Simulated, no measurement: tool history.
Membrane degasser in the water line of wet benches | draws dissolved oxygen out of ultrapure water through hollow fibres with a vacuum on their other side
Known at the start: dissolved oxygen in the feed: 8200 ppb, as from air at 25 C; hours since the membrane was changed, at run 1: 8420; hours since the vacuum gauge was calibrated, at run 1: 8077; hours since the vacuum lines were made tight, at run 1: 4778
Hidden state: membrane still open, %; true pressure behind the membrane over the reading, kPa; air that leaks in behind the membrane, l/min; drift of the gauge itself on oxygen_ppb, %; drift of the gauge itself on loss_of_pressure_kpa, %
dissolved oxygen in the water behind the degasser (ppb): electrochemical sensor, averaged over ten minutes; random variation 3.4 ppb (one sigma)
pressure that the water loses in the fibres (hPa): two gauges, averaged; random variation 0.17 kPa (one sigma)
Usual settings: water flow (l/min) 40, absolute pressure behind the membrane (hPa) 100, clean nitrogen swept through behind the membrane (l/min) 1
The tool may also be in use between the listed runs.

run	hour	water flow (l/min)	absolute pressure behind the membrane (hPa)	clean nitrogen swept through behind the membrane (l/min)	hours since the membrane was changed	hours since the vacuum gauge was calibrated	hours since the vacuum lines were made tight	dissolved oxygen in the water behind the degasser (ppb)	pressure that the water loses in the fibres (hPa)
1	0	40	100	1	8420	8077	4778	604.4	454.1
2	217.5	29	100	1	8638	8295	4996	448	332
3	339.5	29	100	1	8760	8417	5118	448	333.5
4	449.2	29	100	1	8869	8527	5227	449.8	330.5
5	565.5	40	100	0.86	8986	8643	5344	677.4	457.4
6	659.6	40	100	0.86	9080	8737	5438	670.2	458.5
7	758.1	40	100	0.86	9178	8835	5536	673.8	457
# hour 926: vacuum gauge calibrated
8	945.2	40	100	1	9365	19	5723	565.5	459
9	1072.6	40	100	1	9492	147	5850	563.9	459.2
10	1217	40	100	1	9637	291	5995	566.7	458.3
11	1385.3	40	100	1	9805	459	6163	570.3	458.6
12	1561.2	40	100	0.88	9981	635	6339	621.7	458.3
13	1757.9	40	100	0.88	10178	832	6536	620.3	459.3
14	1967.8	40	100	0.88	10387	1042	6745	622.2	459.3
15	2075.7	28	188	1.87	10495	1150	6853	521.8	320.4
16	2267.1	33	74	1.06	10687	1341	7045	300.2	377.4
17	2485.4	37	82	1.83	10905	1559	7263	264.2	422.7
18	2625.1	37	82	1.83	11045	1699	7403	268.3	426.8
19	2775.5	37	82	1.83	11195	1849	7553	267.9	426.5
20	2994.3	40	141	1	11414	2068	7772	855.9	460.1
21	3086.9	35	189	1.63	11507	2161	7865	741.6	407
22	3266	35	189	1.63	11686	2340	8044	728.6	404.7
23	3394.8	35	142	1.63	11814	2469	8172	532.9	405.8
24	3529.5	28	165	1.11	11949	2603	8307	697	321.6
25	3641.7	28	165	1.11	12061	2716	8419	697.4	327.7
26	3822.3	59	66	2.41	12242	2896	8600	351.9	676.9
27	3967.2	40	100	1.52	12387	3041	8745	435	464.9

Forecast each of these 5 alternatives for the next run:
A	4155	33	100	1.52	12575	3229	8933	?	?
B	4155	40	71	0.59	12575	3229	8933	?	?
C	4155	32	217	0.96	12575	3229	8933	?	?
D	4155	40	100	2.73	12575	3229	8933	?	?
E	4155	59	100	1	12575	3229	8933	?	?

run	dissolved oxygen in the water behind the degasser (ppb)	pressure that the water loses in the fibres (hPa)
A	353.2	380.8
B	520.9	465.6
C	1168.3	369.5
D	286.9	465
E	848.1	685.2
Without the tool's hidden state the same runs would have given:
run	dissolved oxygen in the water behind the degasser (ppb)	pressure that the water loses in the fibres (hPa)
A	337.1	364.2
B	491.3	445.5
C	1150.4	353.5
D	268.6	445
E	808.5	655.6
